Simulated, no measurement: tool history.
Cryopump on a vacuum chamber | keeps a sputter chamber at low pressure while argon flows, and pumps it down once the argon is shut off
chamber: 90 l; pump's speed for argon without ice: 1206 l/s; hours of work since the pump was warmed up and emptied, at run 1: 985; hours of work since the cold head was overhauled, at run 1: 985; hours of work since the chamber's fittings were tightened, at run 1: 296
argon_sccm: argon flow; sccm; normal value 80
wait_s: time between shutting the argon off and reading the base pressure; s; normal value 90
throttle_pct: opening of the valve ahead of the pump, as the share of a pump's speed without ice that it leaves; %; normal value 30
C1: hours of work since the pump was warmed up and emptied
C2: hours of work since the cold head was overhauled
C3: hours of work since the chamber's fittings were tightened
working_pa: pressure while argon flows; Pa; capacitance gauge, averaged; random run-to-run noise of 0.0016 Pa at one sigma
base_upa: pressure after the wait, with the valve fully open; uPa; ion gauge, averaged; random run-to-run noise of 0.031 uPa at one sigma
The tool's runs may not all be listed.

{"run": 1, "hour": 0.0, "argon_sccm": 80, "wait_s": 90, "throttle_pct": 30, "C1": 985, "C2": 985, "C3": 296, "working_pa": 0.4075, "base_upa": 1.96}
{"run": 2, "hour": 43.4, "argon_sccm": 80, "wait_s": 90, "throttle_pct": 30, "C1": 1004, "C2": 1004, "C3": 315, "working_pa": 0.414, "base_upa": 2.07}
{"run": 3, "hour": 130.1, "argon_sccm": 80, "wait_s": 90, "throttle_pct": 54, "C1": 1042, "C2": 1042, "C3": 353, "working_pa": 0.246, "base_upa": 2.07}
{"run": 4, "hour": 168.4, "argon_sccm": 80, "wait_s": 90, "throttle_pct": 30, "C1": 1058, "C2": 1058, "C3": 370, "working_pa": 0.4148, "base_upa": 2.06}
{"hour": 210.6, "done": "pump warmed up, emptied and cooled again"}
{"run": 5, "hour": 227.0, "argon_sccm": 80, "wait_s": 90, "throttle_pct": 30, "C1": 7, "C2": 1082, "C3": 393, "working_pa": 0.377, "base_upa": 1.93}
{"run": 6, "hour": 306.5, "argon_sccm": 80, "wait_s": 90, "throttle_pct": 30, "C1": 42, "C2": 1116, "C3": 428, "working_pa": 0.3768, "base_upa": 2.01}
{"run": 7, "hour": 379.6, "argon_sccm": 80, "wait_s": 90, "throttle_pct": 30, "C1": 74, "C2": 1148, "C3": 460, "working_pa": 0.3807, "base_upa": 2.01}
{"run": 8, "hour": 430.4, "argon_sccm": 80, "wait_s": 90, "throttle_pct": 30, "C1": 96, "C2": 1171, "C3": 482, "working_pa": 0.3778, "base_upa": 2.01}
{"run": 9, "hour": 501.6, "argon_sccm": 80, "wait_s": 90, "throttle_pct": 30, "C1": 127, "C2": 1202, "C3": 513, "working_pa": 0.3842, "base_upa": 2.09}
{"run": 10, "hour": 570.7, "argon_sccm": 80, "wait_s": 90, "throttle_pct": 58, "C1": 157, "C2": 1232, "C3": 544, "working_pa": 0.2016, "base_upa": 2.1}
{"run": 11, "hour": 643.4, "argon_sccm": 80, "wait_s": 90, "throttle_pct": 58, "C1": 189, "C2": 1264, "C3": 575, "working_pa": 0.2018, "base_upa": 2.13}
{"run": 12, "hour": 683.0, "argon_sccm": 80, "wait_s": 90, "throttle_pct": 58, "C1": 206, "C2": 1281, "C3": 593, "working_pa": 0.2033, "base_upa": 2.13}
{"run": 13, "hour": 728.2, "argon_sccm": 80, "wait_s": 90, "throttle_pct": 58, "C1": 226, "C2": 1301, "C3": 612, "working_pa": 0.2035, "base_upa": 2.14}
{"run": 14, "hour": 806.8, "argon_sccm": 80, "wait_s": 90, "throttle_pct": 58, "C1": 260, "C2": 1335, "C3": 647, "working_pa": 0.2035, "base_upa": 2.18}
{"run": 15, "hour": 855.6, "argon_sccm": 80, "wait_s": 90, "throttle_pct": 58, "C1": 282, "C2": 1356, "C3": 668, "working_pa": 0.2057, "base_upa": 2.22}
{"run": 16, "hour": 892.6, "argon_sccm": 80, "wait_s": 90, "throttle_pct": 58, "C1": 298, "C2": 1372, "C3": 684, "working_pa": 0.2055, "base_upa": 2.3}
{"run": 17, "hour": 966.2, "argon_sccm": 154, "wait_s": 29, "throttle_pct": 16, "C1": 330, "C2": 1405, "C3": 716, "working_pa": 1.366, "base_upa": 5.2}
{"run": 18, "hour": 1029.9, "argon_sccm": 66, "wait_s": 29, "throttle_pct": 16, "C1": 358, "C2": 1433, "C3": 744, "working_pa": 0.5908, "base_upa": 5.03}
{"run": 19, "hour": 1089.4, "argon_sccm": 78, "wait_s": 90, "throttle_pct": 30, "C1": 384, "C2": 1458, "C3": 770, "working_pa": 0.3785, "base_upa": 2.37}
{"run": 20, "hour": 1169.5, "argon_sccm": 78, "wait_s": 90, "throttle_pct": 30, "C1": 419, "C2": 1493, "C3": 805, "working_pa": 0.3829, "base_upa": 2.39}
{"run": 21, "hour": 1219.4, "argon_sccm": 78, "wait_s": 90, "throttle_pct": 30, "C1": 441, "C2": 1515, "C3": 827, "working_pa": 0.3824, "base_upa": 2.39}
{"run": 22, "hour": 1261.0, "argon_sccm": 78, "wait_s": 90, "throttle_pct": 30, "C1": 459, "C2": 1533, "C3": 845, "working_pa": 0.3812, "base_upa": 2.51}
{"run": 23, "hour": 1317.6, "argon_sccm": 151, "wait_s": 257, "throttle_pct": 22, "C1": 484, "C2": 1558, "C3": 870, "working_pa": 0.9942, "base_upa": 1.64}
{"run": 24, "hour": 1376.9, "argon_sccm": 151, "wait_s": 172, "throttle_pct": 48, "C1": 510, "C2": 1584, "C3": 896, "working_pa": 0.4785, "base_upa": 1.87}
{"run": 25, "hour": 1420.5, "argon_sccm": 151, "wait_s": 172, "throttle_pct": 48, "C1": 529, "C2": 1603, "C3": 915, "working_pa": 0.4786, "base_upa": 1.92}
{"run": 26, "hour": 1488.3, "argon_sccm": 80, "wait_s": 221, "throttle_pct": 21, "C1": 558, "C2": 1633, "C3": 944, "working_pa": 0.5516, "base_upa": 1.79}
{"run": 27, "hour": 1533.7, "argon_sccm": 80, "wait_s": 221, "throttle_pct": 21, "C1": 578, "C2": 1653, "C3": 964, "working_pa": 0.5566, "base_upa": 1.77}
{"run": 28, "hour": 1583.8, "argon_sccm": 100, "wait_s": 221, "throttle_pct": 21, "C1": 600, "C2": 1674, "C3": 986, "working_pa": 0.7006, "base_upa": 1.88}
{"run": 29, "hour": 1646.4, "argon_sccm": 80, "wait_s": 117, "throttle_pct": 19, "C1": 627, "C2": 1702, "C3": 1014, "working_pa": 0.6121, "base_upa": 2.35}
{"run": 30, "hour": 1716.5, "argon_sccm": 80, "wait_s": 117, "throttle_pct": 19, "C1": 658, "C2": 1732, "C3": 1044, "working_pa": 0.6154, "base_upa": 2.39}
{"run": 31, "hour": 1759.5, "argon_sccm": 80, "wait_s": 28, "throttle_pct": 30, "C1": 677, "C2": 1751, "C3": 1063, "working_pa": 0.3994, "base_upa": 5.76}

Each row is a separate what-if for the run after 31, all from the same tool condition, not one after another. Results?
{"run": "A", "hour": 1802.3, "argon_sccm": 83, "wait_s": 116, "throttle_pct": 16, "C1": 695, "C2": 1770, "C3": 1082, "working_pa": "?", "base_upa": "?"}
{"run": "B", "hour": 1802.3, "argon_sccm": 35, "wait_s": 33, "throttle_pct": 24, "C1": 695, "C2": 1770, "C3": 1082, "working_pa": "?", "base_upa": "?"}
{"run": "C", "hour": 1802.3, "argon_sccm": 80, "wait_s": 90, "throttle_pct": 58, "C1": 695, "C2": 1770, "C3": 1082, "working_pa": "?", "base_upa": "?"}
{"run": "D", "hour": 1802.3, "argon_sccm": 80, "wait_s": 90, "throttle_pct": 53, "C1": 695, "C2": 1770, "C3": 1082, "working_pa": "?", "base_upa": "?"}
{"run": "E", "hour": 1802.3, "argon_sccm": 104, "wait_s": 116, "throttle_pct": 21, "C1": 695, "C2": 1770, "C3": 1082, "working_pa": "?", "base_upa": "?"}

run=A working_pa=0.7549 base_upa=2.43
run=B working_pa=0.216 base_upa=5.06
run=C working_pa=0.2202 base_upa=2.66
run=D working_pa=0.2387 base_upa=2.76
run=E working_pa=0.7281 base_upa=2.46
Without the tool's unlogged condition, the same runs would have read:
run=A working_pa=0.7266 base_upa=1.26
run=B working_pa=0.2041 base_upa=3.89
run=C working_pa=0.193 base_upa=1.53
run=D working_pa=0.2115 base_upa=1.57
run=E working_pa=0.6928 base_upa=1.29

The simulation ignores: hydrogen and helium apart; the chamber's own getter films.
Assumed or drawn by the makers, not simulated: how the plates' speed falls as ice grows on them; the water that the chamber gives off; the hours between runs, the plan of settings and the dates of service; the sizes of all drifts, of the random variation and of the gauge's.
